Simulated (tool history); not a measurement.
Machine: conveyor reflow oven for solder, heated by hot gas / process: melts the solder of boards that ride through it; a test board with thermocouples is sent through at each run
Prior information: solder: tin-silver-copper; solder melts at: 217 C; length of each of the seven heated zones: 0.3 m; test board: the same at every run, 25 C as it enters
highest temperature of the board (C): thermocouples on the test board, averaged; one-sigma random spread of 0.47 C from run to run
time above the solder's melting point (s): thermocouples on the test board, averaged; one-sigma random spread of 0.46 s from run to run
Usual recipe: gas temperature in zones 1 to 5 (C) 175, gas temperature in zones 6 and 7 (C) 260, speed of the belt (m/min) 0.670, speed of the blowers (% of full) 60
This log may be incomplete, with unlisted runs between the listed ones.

| run | hour | gas temperature in zones 1 to 5 (C) | gas temperature in zones 6 and 7 (C) | speed of the belt (m/min) | speed of the blowers (% of full) | highest temperature of the board (C) | time above the solder's melting point (s) |
|---|---|---|---|---|---|---|---|
| 1 | 0.0 | 175 | 260 | 0.670 | 60 | 241.8 | 33.3 |
| 2 | 73.3 | 175 | 260 | 0.670 | 60 | 241.0 | 33.3 |
| 3 | 124.4 | 175 | 260 | 0.670 | 60 | 241.4 | 33.4 |
| 4 | 181.4 | 175 | 260 | 0.670 | 60 | 240.9 | 33.5 |
|  | 194.7 | flux residue cleaned out of gas plates and filters |
| 5 | 253.3 | 175 | 260 | 0.670 | 60 | 241.6 | 33.7 |
| 6 | 328.2 | 175 | 260 | 0.670 | 60 | 241.3 | 32.9 |
| 7 | 413.5 | 175 | 260 | 0.670 | 60 | 241.1 | 33.3 |
|  | 438.2 | flux residue cleaned out of gas plates and filters |
| 8 | 480.2 | 175 | 260 | 0.670 | 90 | 248.2 | 38.9 |
|  | 499.4 | thermocouples of zones 6 and 7 changed |
| 9 | 547.7 | 162 | 257 | 0.670 | 90 | 243.3 | 33.4 |
| 10 | 597.1 | 162 | 257 | 0.670 | 90 | 243.4 | 33.1 |
| 11 | 636.7 | 175 | 249 | 0.670 | 78 | 235.2 | 29.9 |
|  | 681.0 | flux residue cleaned out of gas plates and filters |
| 12 | 682.0 | 181 | 260 | 0.579 | 74 | 250.7 | 48.0 |
| 13 | 772.8 | 168 | 260 | 0.670 | 52 | 238.1 | 27.2 |
|  | 829.4 | belt drive overhauled, speed set with a stopwatch |
| 14 | 844.3 | 168 | 260 | 0.670 | 52 | 236.5 | 27.1 |

5 options for the next run, each taken on its own from the tool as it stands now. Forecast them:
|  | 925.0 | flux residue cleaned out of gas plates and filters |
| A | 931.2 | 175 | 267 | 0.777 | 60 | ? | ? |
|  | 925.0 | flux residue cleaned out of gas plates and filters |
| B | 931.2 | 175 | 260 | 0.670 | 76 | ? | ? |
|  | 925.0 | flux residue cleaned out of gas plates and filters |
| C | 931.2 | 175 | 260 | 0.670 | 58 | ? | ? |
|  | 925.0 | flux residue cleaned out of gas plates and filters |
| D | 931.2 | 183 | 267 | 0.580 | 60 | ? | ? |
|  | 925.0 | flux residue cleaned out of gas plates and filters |
| E | 931.2 | 177 | 262 | 0.787 | 60 | ? | ? |

| run | highest temperature of the board (C) | time above the solder's melting point (s) |
|---|---|---|
| A | 241.0 | 27.1 |
| B | 244.8 | 37.8 |
| C | 240.5 | 32.6 |
| D | 253.1 | 50.1 |
| E | 237.5 | 25.0 |
What these runs would have given with no unlogged condition in the tool:
| run | highest temperature of the board (C) | time above the solder's melting point (s) |
|---|---|---|
| A | 241.0 | 27.1 |
| B | 244.9 | 37.9 |
| C | 240.6 | 32.7 |
| D | 253.2 | 50.1 |
| E | 237.6 | 25.1 |
